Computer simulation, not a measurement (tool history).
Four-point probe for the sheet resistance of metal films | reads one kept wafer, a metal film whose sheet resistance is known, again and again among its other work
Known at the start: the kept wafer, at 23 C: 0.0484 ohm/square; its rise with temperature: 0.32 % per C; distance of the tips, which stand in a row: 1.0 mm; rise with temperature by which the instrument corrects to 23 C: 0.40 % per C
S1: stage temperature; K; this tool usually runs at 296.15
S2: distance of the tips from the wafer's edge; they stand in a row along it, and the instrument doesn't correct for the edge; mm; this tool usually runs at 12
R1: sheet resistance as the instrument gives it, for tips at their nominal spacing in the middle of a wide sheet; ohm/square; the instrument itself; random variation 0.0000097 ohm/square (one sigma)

run 1 hour=0.0 | S1=296.15 S2=12 | R1=0.048000
run 2 hour=33.4 | S1=296.15 S2=14 | R1=0.047956
run 3 hour=62.5 | S1=296.15 S2=14 | R1=0.047936
run 4 hour=97.1 | S1=296.15 S2=12 | R1=0.047987
run 5 hour=122.8 | S1=296.15 S2=11 | R1=0.048043
run 6 hour=157.1 | S1=296.15 S2=12 | R1=0.047975
run 7 hour=191.4 | S1=300.15 S2=12 | R1=0.047836
run 8 hour=209.6 | S1=296.15 S2=30 | R1=0.047827
run 9 hour=225.9 | S1=296.15 S2=30 | R1=0.047841
run 10 hour=258.6 | S1=296.15 S2=30 | R1=0.047838
run 11 hour=288.8 | S1=296.15 S2=30 | R1=0.047832
-- hour=292.5 stage's thermometer calibrated
run 12 hour=314.4 | S1=296.15 S2=30 | R1=0.047833
run 13 hour=338.1 | S1=296.15 S2=30 | R1=0.047806
run 14 hour=367.9 | S1=296.15 S2=30 | R1=0.047812
run 15 hour=390.5 | S1=296.15 S2=30 | R1=0.047820
-- hour=409.4 stage's thermometer calibrated, once more
run 16 hour=418.2 | S1=296.15 S2=12 | R1=0.048024
run 17 hour=448.3 | S1=296.15 S2=57 | R1=0.047865
run 18 hour=481.4 | S1=296.15 S2=57 | R1=0.047842
run 19 hour=502.9 | S1=296.15 S2=57 | R1=0.047850
run 20 hour=518.0 | S1=306.15 S2=3 | R1=0.050124
run 21 hour=535.1 | S1=299.15 S2=48 | R1=0.047740
run 22 hour=554.7 | S1=299.15 S2=5 | R1=0.048756
run 23 hour=575.0 | S1=304.15 S2=26 | R1=0.047578
run 24 hour=593.4 | S1=303.15 S2=23 | R1=0.047627
run 25 hour=622.0 | S1=297.15 S2=19 | R1=0.047867
run 26 hour=651.1 | S1=292.15 S2=4 | R1=0.049549
run 27 hour=686.0 | S1=292.15 S2=9 | R1=0.048315
run 28 hour=719.5 | S1=292.15 S2=9 | R1=0.048331
run 29 hour=739.4 | S1=292.15 S2=9 | R1=0.048321
run 30 hour=763.2 | S1=292.15 S2=15 | R1=0.048115
run 31 hour=797.9 | S1=300.15 S2=41 | R1=0.047713
run 32 hour=820.4 | S1=303.15 S2=12 | R1=0.047750
run 33 hour=837.1 | S1=308.15 S2=49 | R1=0.047398
run 34 hour=855.1 | S1=308.15 S2=49 | R1=0.047385
run 35 hour=884.2 | S1=297.15 S2=14 | R1=0.047927
run 36 hour=905.8 | S1=292.15 S2=7 | R1=0.048511
run 37 hour=930.3 | S1=292.15 S2=7 | R1=0.048535
run 38 hour=954.7 | S1=297.15 S2=4 | R1=0.049354

4 options for the next run, each taken on its own from the tool as it stands now. Forecast them:
run A hour=981.9 | S1=296.15 S2=18 | R1=?
run B hour=981.9 | S1=295.15 S2=7 | R1=?
run C hour=981.9 | S1=298.15 S2=25 | R1=?
run D hour=981.9 | S1=292.15 S2=10 | R1=?

run=A R1=0.047914
run=B R1=0.048394
run=C R1=0.047788
run=D R1=0.048238
Without the tool's hidden state the same runs would have given:
run=A R1=0.048482
run=B R1=0.048967
run=C R1=0.048355
run=D R1=0.048810
